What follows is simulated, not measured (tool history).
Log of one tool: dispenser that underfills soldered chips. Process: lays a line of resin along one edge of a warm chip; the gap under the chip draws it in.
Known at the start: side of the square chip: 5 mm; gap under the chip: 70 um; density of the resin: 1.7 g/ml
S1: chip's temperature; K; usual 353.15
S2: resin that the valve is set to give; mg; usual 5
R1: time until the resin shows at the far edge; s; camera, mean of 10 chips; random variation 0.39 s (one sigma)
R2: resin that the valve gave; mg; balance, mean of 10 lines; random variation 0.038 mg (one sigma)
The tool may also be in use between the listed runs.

run 1 hour=0 | S1=353.15 S2=5 | R1=38.4 R2=4.35
-- hour=2.4 new syringe of resin
run 2 hour=4 | S1=353.15 S2=5 | R1=28.4 R2=4.35
run 3 hour=9.5 | S1=353.15 S2=5 | R1=40.1 R2=4.31
-- hour=10.7 new syringe of resin
-- hour=14.1 dispensing valve cleaned and set on the balance
run 4 hour=15 | S1=339.15 S2=5 | R1=59 R2=4.97
-- hour=20 new syringe of resin
run 5 hour=20.8 | S1=339.15 S2=5.17 | R1=50.7 R2=5.19
run 6 hour=27.7 | S1=339.15 S2=5.17 | R1=76 R2=5.16
-- hour=28.3 new syringe of resin
run 7 hour=35.2 | S1=339.15 S2=5.17 | R1=74.4 R2=5.14
-- hour=36.9 new syringe of resin
run 8 hour=38.8 | S1=368.15 S2=6.07 | R1=15.7 R2=5.94
run 9 hour=44.1 | S1=368.15 S2=6.07 | R1=21.6 R2=5.95
-- hour=45.7 new syringe of resin
run 10 hour=51 | S1=362.15 S2=4.55 | R1=24.6 R2=4.41
-- hour=54.1 new syringe of resin
run 11 hour=57.5 | S1=340.15 S2=5.11 | R1=56.6 R2=4.94
-- hour=62.6 new syringe of resin
run 12 hour=63.5 | S1=340.15 S2=5.11 | R1=48.7 R2=4.96

Forecast each of these 3 alternatives for the next run:
run A hour=68.4 | S1=353.15 S2=5.01 | R1=? R2=?
run B hour=68.4 | S1=357.15 S2=5.11 | R1=? R2=?
run C hour=68.4 | S1=357.15 S2=4.43 | R1=? R2=?

run=A R1=36.2 R2=4.83
run=B R1=29.4 R2=4.94
run=C R1=30.7 R2=4.27
Without the tool's hidden state the same runs would have given:
run=A R1=24.8 R2=5.01
run=B R1=20 R2=5.12
run=C R1=21 R2=4.43

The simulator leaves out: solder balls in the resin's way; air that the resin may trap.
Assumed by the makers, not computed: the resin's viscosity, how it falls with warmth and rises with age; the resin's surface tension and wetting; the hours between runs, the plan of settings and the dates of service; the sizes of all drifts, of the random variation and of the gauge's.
